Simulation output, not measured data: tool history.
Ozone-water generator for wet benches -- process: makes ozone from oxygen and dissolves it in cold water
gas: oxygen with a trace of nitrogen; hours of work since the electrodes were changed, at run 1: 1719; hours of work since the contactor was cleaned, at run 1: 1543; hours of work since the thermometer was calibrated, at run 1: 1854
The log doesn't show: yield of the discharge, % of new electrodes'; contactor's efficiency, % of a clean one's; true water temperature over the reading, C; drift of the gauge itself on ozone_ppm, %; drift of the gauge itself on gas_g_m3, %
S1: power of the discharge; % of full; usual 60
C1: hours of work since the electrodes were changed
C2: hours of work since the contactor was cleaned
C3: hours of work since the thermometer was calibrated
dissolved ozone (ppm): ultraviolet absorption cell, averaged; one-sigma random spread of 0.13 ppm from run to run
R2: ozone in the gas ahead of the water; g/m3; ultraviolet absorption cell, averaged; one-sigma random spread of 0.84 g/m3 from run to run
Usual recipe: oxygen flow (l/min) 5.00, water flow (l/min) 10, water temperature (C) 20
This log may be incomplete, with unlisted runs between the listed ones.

{"run": 1, "day": 0.0, "S1": 60, "oxygen flow (l/min)": 5.0, "water flow (l/min)": 10, "water temperature (C)": 20, "C1": 1719, "C2": 1543, "C3": 1854, "dissolved ozone (ppm)": 13.2, "R2": 127.8}
{"run": 2, "day": 1.817, "S1": 60, "oxygen flow (l/min)": 5.0, "water flow (l/min)": 10, "water temperature (C)": 20, "C1": 1751, "C2": 1576, "C3": 1886, "dissolved ozone (ppm)": 13.1, "R2": 127.7}
{"run": 3, "day": 4.421, "S1": 60, "oxygen flow (l/min)": 5.0, "water flow (l/min)": 10, "water temperature (C)": 20, "C1": 1797, "C2": 1622, "C3": 1932, "dissolved ozone (ppm)": 13.1, "R2": 128.8}
{"run": 4, "day": 6.192, "S1": 60, "oxygen flow (l/min)": 5.0, "water flow (l/min)": 10, "water temperature (C)": 20, "C1": 1828, "C2": 1653, "C3": 1964, "dissolved ozone (ppm)": 13.1, "R2": 127.7}
{"run": 5, "day": 7.75, "S1": 60, "oxygen flow (l/min)": 5.0, "water flow (l/min)": 10, "water temperature (C)": 20, "C1": 1856, "C2": 1681, "C3": 1991, "dissolved ozone (ppm)": 12.8, "R2": 127.3}
{"run": 6, "day": 9.004, "S1": 60, "oxygen flow (l/min)": 5.0, "water flow (l/min)": 10, "water temperature (C)": 20, "C1": 1878, "C2": 1703, "C3": 2013, "dissolved ozone (ppm)": 12.9, "R2": 129.8}
{"run": 7, "day": 11.254, "S1": 60, "oxygen flow (l/min)": 5.0, "water flow (l/min)": 10, "water temperature (C)": 20, "C1": 1918, "C2": 1743, "C3": 2053, "dissolved ozone (ppm)": 12.9, "R2": 127.0}
{"run": 8, "day": 13.488, "S1": 60, "oxygen flow (l/min)": 5.0, "water flow (l/min)": 12, "water temperature (C)": 20, "C1": 1957, "C2": 1782, "C3": 2093, "dissolved ozone (ppm)": 11.2, "R2": 128.0}
{"day": 14.554, "done": "contactor cleaned"}
{"run": 9, "day": 14.9, "S1": 60, "oxygen flow (l/min)": 5.0, "water flow (l/min)": 12, "water temperature (C)": 20, "C1": 1979, "C2": 6, "C3": 2115, "dissolved ozone (ppm)": 11.6, "R2": 127.3}
{"run": 10, "day": 16.721, "S1": 60, "oxygen flow (l/min)": 5.0, "water flow (l/min)": 12, "water temperature (C)": 20, "C1": 2012, "C2": 38, "C3": 2147, "dissolved ozone (ppm)": 11.6, "R2": 127.8}
{"run": 11, "day": 18.842, "S1": 60, "oxygen flow (l/min)": 5.0, "water flow (l/min)": 12, "water temperature (C)": 20, "C1": 2049, "C2": 76, "C3": 2185, "dissolved ozone (ppm)": 11.6, "R2": 126.3}
{"run": 12, "day": 20.862, "S1": 49, "oxygen flow (l/min)": 2.72, "water flow (l/min)": 9, "water temperature (C)": 21, "C1": 2085, "C2": 112, "C3": 2220, "dissolved ozone (ppm)": 11.4, "R2": 132.4}
{"run": 13, "day": 23.475, "S1": 72, "oxygen flow (l/min)": 5.0, "water flow (l/min)": 10, "water temperature (C)": 20, "C1": 2131, "C2": 158, "C3": 2267, "dissolved ozone (ppm)": 15.4, "R2": 148.7}
{"run": 14, "day": 25.883, "S1": 72, "oxygen flow (l/min)": 5.0, "water flow (l/min)": 10, "water temperature (C)": 20, "C1": 2174, "C2": 201, "C3": 2309, "dissolved ozone (ppm)": 15.4, "R2": 148.2}
{"run": 15, "day": 27.654, "S1": 92, "oxygen flow (l/min)": 5.0, "water flow (l/min)": 10, "water temperature (C)": 27, "C1": 2205, "C2": 232, "C3": 2341, "dissolved ozone (ppm)": 16.1, "R2": 181.3}
{"day": 27.896, "done": "water thermometer calibrated"}
{"run": 16, "day": 28.979, "S1": 60, "oxygen flow (l/min)": 4.78, "water flow (l/min)": 10, "water temperature (C)": 13, "C1": 2228, "C2": 255, "C3": 19, "dissolved ozone (ppm)": 14.8, "R2": 129.0}
{"run": 17, "day": 30.846, "S1": 50, "oxygen flow (l/min)": 5.0, "water flow (l/min)": 13, "water temperature (C)": 20, "C1": 2261, "C2": 288, "C3": 52, "dissolved ozone (ppm)": 9.1, "R2": 108.2}
{"run": 18, "day": 33.171, "S1": 50, "oxygen flow (l/min)": 5.98, "water flow (l/min)": 8, "water temperature (C)": 20, "C1": 2303, "C2": 329, "C3": 93, "dissolved ozone (ppm)": 12.9, "R2": 101.8}
{"run": 19, "day": 35.071, "S1": 75, "oxygen flow (l/min)": 5.0, "water flow (l/min)": 9, "water temperature (C)": 20, "C1": 2336, "C2": 363, "C3": 127, "dissolved ozone (ppm)": 17.1, "R2": 154.4}
{"run": 20, "day": 36.667, "S1": 60, "oxygen flow (l/min)": 5.0, "water flow (l/min)": 6, "water temperature (C)": 15, "C1": 2364, "C2": 391, "C3": 155, "dissolved ozone (ppm)": 20.6, "R2": 125.0}
{"day": 37.338, "done": "water thermometer calibrated, once more"}
{"run": 21, "day": 37.888, "S1": 58, "oxygen flow (l/min)": 5.0, "water flow (l/min)": 10, "water temperature (C)": 12, "C1": 2386, "C2": 412, "C3": 10, "dissolved ozone (ppm)": 14.8, "R2": 121.3}
{"run": 22, "day": 39.108, "S1": 58, "oxygen flow (l/min)": 5.0, "water flow (l/min)": 10, "water temperature (C)": 12, "C1": 2407, "C2": 434, "C3": 31, "dissolved ozone (ppm)": 14.9, "R2": 122.5}

How would selected steps in dissolved ozone (ppm) from run to run divide? Give the signed amount a tool lacking its hidden state would still show from settings, what came in and random variation, and the signed amount left for the hidden state, including any gauge scatter that is not in both of the compared results.
Run 12 -> 13: S1 49 -> 72, oxygen flow (l/min) 2.72 -> 5.00, water flow (l/min) 9 -> 10, water temperature (C) 21 -> 20. dissolved ozone (ppm) +4.0: hidden state -0.7, all else +4.7.
Run 16 -> 17: S1 60 -> 50, oxygen flow (l/min) 4.78 -> 5.00, water flow (l/min) 10 -> 13, water temperature (C) 13 -> 20. dissolved ozone (ppm) -5.7: hidden state +0.5, all else -6.2.
Run 18 -> 19: S1 50 -> 75, oxygen flow (l/min) 5.98 -> 5.00, water flow (l/min) 8 -> 9. dissolved ozone (ppm) +4.2: hidden state -0.7, all else +4.9.
Run 20 -> 21: S1 60 -> 58, water flow (l/min) 6 -> 10, water temperature (C) 15 -> 12, water thermometer calibrated, once more. dissolved ozone (ppm) -5.8: hidden state +0.6, all else -6.4.

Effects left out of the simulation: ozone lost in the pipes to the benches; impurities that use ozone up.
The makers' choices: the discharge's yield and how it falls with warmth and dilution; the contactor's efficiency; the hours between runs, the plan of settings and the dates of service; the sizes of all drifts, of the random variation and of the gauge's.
